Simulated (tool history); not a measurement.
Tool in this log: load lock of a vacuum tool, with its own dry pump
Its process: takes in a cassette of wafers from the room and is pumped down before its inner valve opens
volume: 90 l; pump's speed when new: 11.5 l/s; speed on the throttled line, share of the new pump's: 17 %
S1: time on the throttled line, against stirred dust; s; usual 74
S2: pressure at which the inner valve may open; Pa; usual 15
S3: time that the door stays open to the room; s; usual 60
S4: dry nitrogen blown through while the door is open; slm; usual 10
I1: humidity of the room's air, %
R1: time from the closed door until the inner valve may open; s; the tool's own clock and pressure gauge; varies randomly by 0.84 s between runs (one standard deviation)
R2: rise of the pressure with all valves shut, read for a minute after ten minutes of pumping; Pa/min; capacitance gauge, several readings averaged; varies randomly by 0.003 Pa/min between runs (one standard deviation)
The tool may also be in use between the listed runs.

run 1 hour=0 | S1=74 S2=15 S3=60 S4=10 | I1=48 | R1=135.7 R2=0.025
run 2 hour=280.8 | S1=74 S2=15 S3=60 S4=10 | I1=45.6 | R1=138 R2=0.022
run 3 hour=520.4 | S1=74 S2=15 S3=60 S4=10 | I1=43.7 | R1=135.8 R2=0.026
run 4 hour=764.1 | S1=74 S2=15 S3=60 S4=10 | I1=46.5 | R1=137.6 R2=0.029
run 5 hour=890.3 | S1=74 S2=15 S3=60 S4=10 | I1=45.1 | R1=137.9 R2=0.028
run 6 hour=1037.5 | S1=74 S2=15 S3=60 S4=10 | I1=44.4 | R1=139 R2=0.025
run 7 hour=1172 | S1=74 S2=15 S3=60 S4=10 | I1=41.6 | R1=137 R2=0.022
run 8 hour=1316.6 | S1=117 S2=20 S3=49 S4=10 | I1=45.4 | R1=169.5 R2=0.033
run 9 hour=1476.8 | S1=117 S2=20 S3=49 S4=10 | I1=46.8 | R1=170.4 R2=0.027
run 10 hour=1732.5 | S1=117 S2=20 S3=135 S4=10 | I1=43.6 | R1=170.4 R2=0.035
run 11 hour=1966.8 | S1=117 S2=20 S3=135 S4=10 | I1=44.3 | R1=171.1 R2=0.035
run 12 hour=2222.9 | S1=78 S2=20 S3=135 S4=10 | I1=45.4 | R1=138.7 R2=0.035

Measured less the same run without the tool's hidden state. The same run-to-run variation is in both; the gauge's scatter may not be:
What the log doesn't record here: pump's speed, % of a new pump's; leak at the door's seal, Pa l/s; drift of the gauge itself on ready_s, %; drift of the gauge itself on rise_pa_min, %.
run=1 R1=+6.4 R2=+0
run=2 R1=+6.7 R2=+0.002
run=3 R1=+6.8 R2=+0.003
run=4 R1=+7 R2=+0.004
run=5 R1=+7.1 R2=+0.005
run=6 R1=+7.2 R2=+0.006
run=7 R1=+7.2 R2=+0.006
run=8 R1=+5.9 R2=+0.007
run=9 R1=+6.1 R2=+0.008
run=10 R1=+6.1 R2=+0.009
run=11 R1=+6.3 R2=+0.011
run=12 R1=+7.3 R2=+0.012

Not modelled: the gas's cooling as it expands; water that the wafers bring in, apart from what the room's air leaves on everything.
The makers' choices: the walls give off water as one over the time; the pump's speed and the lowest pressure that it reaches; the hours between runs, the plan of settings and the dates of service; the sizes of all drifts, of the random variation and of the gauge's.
